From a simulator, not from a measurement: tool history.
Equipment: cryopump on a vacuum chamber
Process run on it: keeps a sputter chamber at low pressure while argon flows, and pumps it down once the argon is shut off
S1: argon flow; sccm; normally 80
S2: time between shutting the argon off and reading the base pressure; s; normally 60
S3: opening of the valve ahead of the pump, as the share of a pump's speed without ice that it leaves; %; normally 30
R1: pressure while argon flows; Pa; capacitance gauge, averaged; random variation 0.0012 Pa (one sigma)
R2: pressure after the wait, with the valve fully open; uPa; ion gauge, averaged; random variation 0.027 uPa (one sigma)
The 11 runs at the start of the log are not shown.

| run | hour | S1 | S2 | S3 | R1 | R2 |
|---|---|---|---|---|---|---|
| 12 | 220.0 | 80 | 60 | 42 | 0.2168 | 2.50 |
| 13 | 234.5 | 80 | 60 | 30 | 0.2940 | 2.52 |
| 14 | 258.4 | 80 | 60 | 30 | 0.2962 | 2.60 |
| 15 | 271.3 | 80 | 60 | 30 | 0.2989 | 2.63 |
| 16 | 289.1 | 140 | 60 | 30 | 0.5198 | 2.57 |
| 17 | 302.5 | 80 | 60 | 30 | 0.2981 | 2.64 |
| 18 | 316.9 | 154 | 60 | 30 | 0.5778 | 2.70 |
| 19 | 338.9 | 57 | 99 | 19 | 0.3264 | 2.35 |
| 20 | 351.6 | 57 | 99 | 19 | 0.3304 | 2.31 |
| 21 | 364.6 | 38 | 75 | 29 | 0.1498 | 2.53 |
| 22 | 382.3 | 131 | 267 | 29 | 0.5127 | 1.99 |
| 23 | 393.7 | 135 | 60 | 39 | 0.4084 | 2.81 |
| 24 | 417.2 | 135 | 60 | 39 | 0.4098 | 2.75 |
| 25 | 433.2 | 80 | 60 | 55 | 0.1849 | 2.80 |
| 26 | 451.8 | 80 | 194 | 44 | 0.2216 | 2.20 |
| 27 | 469.6 | 80 | 194 | 44 | 0.2238 | 2.22 |
| 28 | 496.7 | 58 | 194 | 44 | 0.1627 | 2.30 |
|  | 517.6 | pump warmed up, emptied and cooled again |
| 29 | 517.6 | 80 | 60 | 39 | 0.2132 | 2.30 |
| 30 | 544.3 | 75 | 40 | 46 | 0.1707 | 2.91 |
| 31 | 560.1 | 80 | 26 | 30 | 0.2797 | 3.69 |
| 32 | 581.8 | 80 | 40 | 21 | 0.3980 | 3.01 |
| 33 | 597.9 | 150 | 287 | 24 | 0.6557 | 1.64 |
| 34 | 620.7 | 150 | 31 | 24 | 0.6521 | 3.48 |

What if the next run were any one of these 3? Each begins from the tool's condition after run 34:
| A | 639.4 | 80 | 60 | 24 | ? | ? |
| B | 639.4 | 43 | 44 | 30 | ? | ? |
| C | 639.4 | 150 | 31 | 55 | ? | ? |

| run | R1 | R2 |
|---|---|---|
| A | 0.3497 | 2.57 |
| B | 0.1509 | 2.91 |
| C | 0.2942 | 3.56 |
Stripped of hidden state, with their random variation kept, the same runs would have yielded:
| run | R1 | R2 |
|---|---|---|
| A | 0.3429 | 1.25 |
| B | 0.1472 | 1.59 |
| C | 0.2813 | 2.21 |
